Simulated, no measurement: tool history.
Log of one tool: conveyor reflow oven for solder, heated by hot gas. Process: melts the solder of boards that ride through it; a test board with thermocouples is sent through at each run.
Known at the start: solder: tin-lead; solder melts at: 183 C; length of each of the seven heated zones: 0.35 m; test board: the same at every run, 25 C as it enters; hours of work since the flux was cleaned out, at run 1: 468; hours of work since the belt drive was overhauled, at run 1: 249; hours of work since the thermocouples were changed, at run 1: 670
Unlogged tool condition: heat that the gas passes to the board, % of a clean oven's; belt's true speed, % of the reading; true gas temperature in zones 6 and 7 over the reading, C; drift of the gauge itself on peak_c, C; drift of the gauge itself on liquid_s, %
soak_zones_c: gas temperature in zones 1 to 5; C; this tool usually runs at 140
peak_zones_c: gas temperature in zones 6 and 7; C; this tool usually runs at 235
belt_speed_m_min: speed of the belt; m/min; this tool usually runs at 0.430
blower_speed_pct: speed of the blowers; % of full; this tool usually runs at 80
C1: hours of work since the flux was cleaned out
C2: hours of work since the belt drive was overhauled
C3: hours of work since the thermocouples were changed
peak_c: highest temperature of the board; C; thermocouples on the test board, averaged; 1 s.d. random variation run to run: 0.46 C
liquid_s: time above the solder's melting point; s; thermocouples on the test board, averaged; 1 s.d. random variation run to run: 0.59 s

run 1 day=0.000 | soak_zones_c=140 peak_zones_c=235 belt_speed_m_min=0.430 blower_speed_pct=80 | C1=468 C2=249 C3=670 | peak_c=217.6 liquid_s=73.5
run 2 day=0.538 | soak_zones_c=140 peak_zones_c=235 belt_speed_m_min=0.430 blower_speed_pct=80 | C1=478 C2=259 C3=680 | peak_c=216.9 liquid_s=72.7
run 3 day=0.875 | soak_zones_c=140 peak_zones_c=235 belt_speed_m_min=0.430 blower_speed_pct=80 | C1=484 C2=266 C3=686 | peak_c=216.4 liquid_s=73.1
run 4 day=1.392 | soak_zones_c=140 peak_zones_c=235 belt_speed_m_min=0.430 blower_speed_pct=80 | C1=494 C2=275 C3=696 | peak_c=216.4 liquid_s=73.6
-- day=1.812 flux residue cleaned out of gas plates and filters
run 5 day=2.217 | soak_zones_c=140 peak_zones_c=235 belt_speed_m_min=0.430 blower_speed_pct=80 | C1=8 C2=287 C3=707 | peak_c=221.7 liquid_s=78.6
run 6 day=2.567 | soak_zones_c=140 peak_zones_c=235 belt_speed_m_min=0.430 blower_speed_pct=80 | C1=14 C2=293 C3=714 | peak_c=222.8 liquid_s=80.1
run 7 day=3.258 | soak_zones_c=140 peak_zones_c=235 belt_speed_m_min=0.430 blower_speed_pct=80 | C1=27 C2=306 C3=727 | peak_c=222.6 liquid_s=79.1
run 8 day=3.633 | soak_zones_c=140 peak_zones_c=235 belt_speed_m_min=0.430 blower_speed_pct=80 | C1=34 C2=313 C3=734 | peak_c=222.5 liquid_s=79.9
run 9 day=4.133 | soak_zones_c=140 peak_zones_c=235 belt_speed_m_min=0.392 blower_speed_pct=80 | C1=43 C2=323 C3=743 | peak_c=224.9 liquid_s=90.7
run 10 day=4.475 | soak_zones_c=140 peak_zones_c=235 belt_speed_m_min=0.430 blower_speed_pct=80 | C1=50 C2=329 C3=750 | peak_c=222.3 liquid_s=78.8
run 11 day=5.112 | soak_zones_c=143 peak_zones_c=235 belt_speed_m_min=0.430 blower_speed_pct=80 | C1=62 C2=341 C3=761 | peak_c=222.1 liquid_s=80.4
run 12 day=5.546 | soak_zones_c=143 peak_zones_c=235 belt_speed_m_min=0.430 blower_speed_pct=80 | C1=70 C2=349 C3=769 | peak_c=221.5 liquid_s=80.8
run 13 day=6.075 | soak_zones_c=143 peak_zones_c=235 belt_speed_m_min=0.430 blower_speed_pct=80 | C1=79 C2=359 C3=779 | peak_c=221.4 liquid_s=79.7
run 14 day=6.658 | soak_zones_c=143 peak_zones_c=231 belt_speed_m_min=0.430 blower_speed_pct=80 | C1=90 C2=370 C3=790 | peak_c=218.5 liquid_s=78.3
run 15 day=7.062 | soak_zones_c=143 peak_zones_c=231 belt_speed_m_min=0.430 blower_speed_pct=80 | C1=98 C2=377 C3=798 | peak_c=217.7 liquid_s=77.3
run 16 day=7.458 | soak_zones_c=136 peak_zones_c=235 belt_speed_m_min=0.392 blower_speed_pct=60 | C1=105 C2=385 C3=805 | peak_c=219.7 liquid_s=82.2
-- day=7.683 belt drive overhauled, speed set with a stopwatch
run 17 day=8.200 | soak_zones_c=140 peak_zones_c=235 belt_speed_m_min=0.430 blower_speed_pct=82 | C1=116 C2=10 C3=816 | peak_c=221.9 liquid_s=80.2
-- day=8.333 thermocouples of zones 6 and 7 changed
run 18 day=8.992 | soak_zones_c=140 peak_zones_c=225 belt_speed_m_min=0.357 blower_speed_pct=80 | C1=129 C2=23 C3=12 | peak_c=216.8 liquid_s=92.9
run 19 day=9.496 | soak_zones_c=140 peak_zones_c=232 belt_speed_m_min=0.430 blower_speed_pct=78 | C1=139 C2=32 C3=22 | peak_c=218.2 liquid_s=75.7
run 20 day=9.954 | soak_zones_c=140 peak_zones_c=249 belt_speed_m_min=0.370 blower_speed_pct=80 | C1=147 C2=41 C3=30 | peak_c=238.0 liquid_s=106.4
run 21 day=10.542 | soak_zones_c=140 peak_zones_c=247 belt_speed_m_min=0.358 blower_speed_pct=88 | C1=158 C2=52 C3=41 | peak_c=238.7 liquid_s=108.8
run 22 day=11.029 | soak_zones_c=140 peak_zones_c=247 belt_speed_m_min=0.358 blower_speed_pct=88 | C1=167 C2=61 C3=50 | peak_c=237.1 liquid_s=109.9
run 23 day=11.508 | soak_zones_c=140 peak_zones_c=234 belt_speed_m_min=0.430 blower_speed_pct=80 | C1=176 C2=70 C3=59 | peak_c=220.1 liquid_s=78.3
-- day=11.950 belt drive overhauled, speed set with a stopwatch, once more
run 24 day=12.375 | soak_zones_c=143 peak_zones_c=229 belt_speed_m_min=0.430 blower_speed_pct=80 | C1=189 C2=8 C3=72 | peak_c=214.8 liquid_s=74.0
run 25 day=12.883 | soak_zones_c=148 peak_zones_c=229 belt_speed_m_min=0.500 blower_speed_pct=62 | C1=199 C2=17 C3=82 | peak_c=207.6 liquid_s=57.2
run 26 day=13.579 | soak_zones_c=144 peak_zones_c=235 belt_speed_m_min=0.510 blower_speed_pct=67 | C1=212 C2=30 C3=95 | peak_c=211.7 liquid_s=58.6
run 27 day=14.025 | soak_zones_c=145 peak_zones_c=241 belt_speed_m_min=0.373 blower_speed_pct=64 | C1=220 C2=39 C3=103 | peak_c=226.9 liquid_s=99.2
run 28 day=14.438 | soak_zones_c=139 peak_zones_c=239 belt_speed_m_min=0.430 blower_speed_pct=80 | C1=228 C2=46 C3=111 | peak_c=222.3 liquid_s=78.1
run 29 day=15.046 | soak_zones_c=135 peak_zones_c=239 belt_speed_m_min=0.430 blower_speed_pct=80 | C1=239 C2=58 C3=122 | peak_c=222.7 liquid_s=75.0

4 options for the next run, each taken on its own from the tool as it stands now. Forecast them:
run A day=15.567 | soak_zones_c=139 peak_zones_c=244 belt_speed_m_min=0.430 blower_speed_pct=80 | C1=249 C2=67 C3=132 | peak_c=? liquid_s=?
run B day=15.567 | soak_zones_c=132 peak_zones_c=235 belt_speed_m_min=0.383 blower_speed_pct=55 | C1=249 C2=67 C3=132 | peak_c=? liquid_s=?
run C day=15.567 | soak_zones_c=144 peak_zones_c=239 belt_speed_m_min=0.430 blower_speed_pct=54 | C1=249 C2=67 C3=132 | peak_c=? liquid_s=?
run D day=15.567 | soak_zones_c=135 peak_zones_c=239 belt_speed_m_min=0.459 blower_speed_pct=70 | C1=249 C2=67 C3=132 | peak_c=? liquid_s=?

run=A peak_c=227.5 liquid_s=81.9
run=B peak_c=217.3 liquid_s=79.0
run=C peak_c=218.9 liquid_s=75.8
run=D peak_c=218.0 liquid_s=66.6
Stripped of hidden state, with their random variation kept, the same runs would have yielded:
run=A peak_c=229.7 liquid_s=83.7
run=B peak_c=219.1 liquid_s=81.5
run=C peak_c=220.8 liquid_s=77.9
run=D peak_c=220.4 liquid_s=69.2

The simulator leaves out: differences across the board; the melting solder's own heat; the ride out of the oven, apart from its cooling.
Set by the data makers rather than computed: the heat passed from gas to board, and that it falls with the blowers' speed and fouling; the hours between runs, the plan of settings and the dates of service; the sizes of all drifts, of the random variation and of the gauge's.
